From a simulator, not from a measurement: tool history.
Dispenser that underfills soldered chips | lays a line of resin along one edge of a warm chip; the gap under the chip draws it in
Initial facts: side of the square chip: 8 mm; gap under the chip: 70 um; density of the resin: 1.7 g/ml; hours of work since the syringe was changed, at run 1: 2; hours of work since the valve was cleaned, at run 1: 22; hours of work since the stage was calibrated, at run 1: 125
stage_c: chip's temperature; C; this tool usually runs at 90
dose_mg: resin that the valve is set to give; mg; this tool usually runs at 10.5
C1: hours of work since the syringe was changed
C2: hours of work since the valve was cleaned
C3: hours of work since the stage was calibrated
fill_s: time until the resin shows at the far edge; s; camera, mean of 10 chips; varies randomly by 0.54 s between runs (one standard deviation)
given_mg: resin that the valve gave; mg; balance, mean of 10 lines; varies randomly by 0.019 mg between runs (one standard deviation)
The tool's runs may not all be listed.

Run 1, hour 0: usual settings; C1 2; C2 22; C3 125. Result: fill_s 50.9 s, given_mg 10.43 mg.
Run 2, hour 3.7: usual settings but dose_mg 13 mg; C1 5; C2 25; C3 127. Result: fill_s 55.4 s, given_mg 12.88 mg.
Run 3, hour 6.8: usual settings but dose_mg 13 mg; C1 7; C2 27; C3 130. Result: fill_s 63 s, given_mg 12.88 mg.
Run 4, hour 10.2: usual settings but dose_mg 13 mg; C1 9; C2 30; C3 132. Result: fill_s 68.1 s, given_mg 12.92 mg.
At hour 13.7: new syringe of resin.
Run 5, hour 15: usual settings but dose_mg 13 mg; C1 1; C2 33; C3 135. Result: fill_s 46.8 s, given_mg 12.86 mg.
Run 6, hour 18.1: usual settings but dose_mg 13 mg; C1 3; C2 35; C3 138. Result: fill_s 51.2 s, given_mg 12.86 mg.
Run 7, hour 21.7: usual settings but dose_mg 13 mg; C1 6; C2 38; C3 140. Result: fill_s 59.5 s, given_mg 12.86 mg.
Run 8, hour 25.4: usual settings but dose_mg 13 mg; C1 9; C2 41; C3 143. Result: fill_s 65.9 s, given_mg 12.79 mg.
At hour 29.1: dispensing valve cleaned and set on the balance.
At hour 30.9: new syringe of resin.
Run 9, hour 31.2: usual settings but stage_c 82 C, dose_mg 12.3 mg; C1 0; C2 1; C3 146. Result: fill_s 67 s, given_mg 12.28 mg.
Run 10, hour 33.7: usual settings but stage_c 79 C, dose_mg 13.1 mg; C1 2; C2 3; C3 148. Result: fill_s 83.4 s, given_mg 13.08 mg.
Run 11, hour 38.2: usual settings but dose_mg 10.8 mg; C1 5; C2 6; C3 151. Result: fill_s 59.2 s, given_mg 10.76 mg.
Run 12, hour 40.3: usual settings but dose_mg 10.8 mg; C1 7; C2 8; C3 153. Result: fill_s 63.2 s, given_mg 10.77 mg.
Run 13, hour 42.9: usual settings but stage_c 103 C, dose_mg 9.4 mg; C1 9; C2 10; C3 155. Result: fill_s 40.8 s, given_mg 9.36 mg.
Run 14, hour 46.5: usual settings but stage_c 79 C, dose_mg 9.7 mg; C1 11; C2 13; C3 158. Result: fill_s 130.9 s, given_mg 9.62 mg.
At hour 47.1: new syringe of resin.
Run 15, hour 51.1: usual settings but stage_c 79 C, dose_mg 9.7 mg; C1 3; C2 16; C3 161. Result: fill_s 89.4 s, given_mg 9.64 mg.

Some steps in fill_s between neighbouring runs. How much of each would the tool show without its hidden state too (settings, what came in, random variation), and how much is left for the hidden state, with any gauge scatter that isn't in both results?
Hidden conditions of the tool in this case: resin's viscosity, % of fresh resin's; dose that the valve gives, % of what is set; true chip temperature over the reading, C; drift of the gauge itself on fill_s, %; drift of the gauge itself on given_mg, %.
Run 13 -> 14: stage_c 103 -> 79, dose_mg 9.4 -> 9.7. fill_s +90.1 s: hidden state +40.9, all else +49.2.
Run 14 -> 15: new syringe of resin. fill_s -41.5 s: hidden state -42.7, all else +1.2.

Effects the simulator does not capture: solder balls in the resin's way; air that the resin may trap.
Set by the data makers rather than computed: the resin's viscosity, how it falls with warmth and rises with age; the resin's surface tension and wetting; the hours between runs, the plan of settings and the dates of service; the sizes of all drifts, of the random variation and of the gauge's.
